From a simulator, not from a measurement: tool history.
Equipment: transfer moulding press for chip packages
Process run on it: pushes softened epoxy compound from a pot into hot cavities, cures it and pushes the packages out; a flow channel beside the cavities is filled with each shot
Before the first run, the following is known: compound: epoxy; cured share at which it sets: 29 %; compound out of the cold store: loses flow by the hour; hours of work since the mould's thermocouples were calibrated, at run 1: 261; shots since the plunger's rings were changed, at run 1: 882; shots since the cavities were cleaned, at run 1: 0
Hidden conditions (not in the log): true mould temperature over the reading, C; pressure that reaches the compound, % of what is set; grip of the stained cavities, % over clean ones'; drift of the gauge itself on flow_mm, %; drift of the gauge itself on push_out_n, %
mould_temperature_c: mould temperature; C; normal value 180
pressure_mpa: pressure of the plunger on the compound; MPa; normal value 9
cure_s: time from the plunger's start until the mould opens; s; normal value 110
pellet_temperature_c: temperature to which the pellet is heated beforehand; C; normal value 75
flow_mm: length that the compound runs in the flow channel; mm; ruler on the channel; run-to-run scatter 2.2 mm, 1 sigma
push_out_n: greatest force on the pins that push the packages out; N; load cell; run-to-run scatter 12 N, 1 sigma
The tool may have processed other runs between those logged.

run	day	mould_temperature_c	pressure_mpa	cure_s	pellet_temperature_c	hours of work since the mould's thermocouples were calibrated	shots since the plunger's rings were changed	shots since the cavities were cleaned	incoming compound's hours out of the cold store	flow_mm	push_out_n
1	0	180	9	110	75	261	882	0	22.9	938	560
2	0.567	180	9	110	75	272	1059	177	27	929	576
3	1.104	180	9	110	75	282	1228	346	26.3	926	586
4	1.762	180	9	138	75	294	1435	553	23.5	937	448
# day 2.162: cavities cleaned with cleaning compound and waxed
5	2.646	180	9	138	75	309	1693	152	27.2	931	434
6	3.521	180	9	138	75	325	1968	427	28	930	451
7	4.096	180	9	138	75	336	2148	607	45.8	885	463
# day 4.325: cavities cleaned with cleaning compound and waxed
# day 5.046: mould's thermocouples calibrated
8	5.175	180	9	110	75	2	2442	241	21.2	944	565
# day 5.533: plunger's sealing rings changed
9	5.817	180	9	111	75	12	89	409	26.6	933	551
# day 6.617: cavities cleaned with cleaning compound and waxed
10	6.721	180	9	111	75	28	353	32	27.5	929	556
11	7.683	180	9	110	75	46	657	336	28.9	923	573
12	8.362	180	9	110	75	59	869	548	31.8	918	565
# day 8.771: cavities cleaned with cleaning compound and waxed
13	9.046	180	9	110	75	70	1065	87	40.4	902	567
14	10.062	180	9	110	75	89	1383	405	21.9	937	565
15	10.675	180	9	110	75	101	1575	597	29.9	923	570
# day 10.925: cavities cleaned with cleaning compound and waxed
16	11.6	185	9	104	75	117	1847	212	8.4	956	509
17	12.45	173	6.95	97	75	133	2114	479	31.7	829	1214
# day 13.054: cavities cleaned with cleaning compound and waxed
18	13.225	173	6.95	97	75	146	2338	54	33.2	828	1229
19	13.717	180	9	102	77	155	2492	208	35.7	908	666
# day 13.954: plunger's sealing rings changed
20	14.708	173	9	110	75	171	237	486	46.5	908	911
# day 15.292: cavities cleaned with cleaning compound and waxed
21	15.35	180	8.17	110	75	182	420	19	33.2	869	547
22	15.779	180	8.17	110	75	190	554	153	9	925	600
23	16.212	184	9	103	75	198	691	290	19.7	938	529
24	16.638	187	9	103	78	206	823	422	46.3	865	451
25	17.05	179	9	103	78	214	953	552	41.6	902	691
# day 17.467: cavities cleaned with cleaning compound and waxed
26	17.692	179	9	103	78	225	1136	71	28.3	929	707
27	18.438	179	9	103	78	239	1370	305	11.9	974	719

Run by run, hidden condition taken away, random variation retained:
run	push_out_n
1	560
2	572
3	579
4	441
5	431
6	444
7	455
8	560
9	543
10	555
11	566
12	555
13	565
14	557
15	560
16	504
17	1196
18	1226
19	660
20	897
21	546
22	596
23	524
24	444
25	679
26	703
27	711
flow_mm: differs from the measured result by no more than 1 mm in any run.
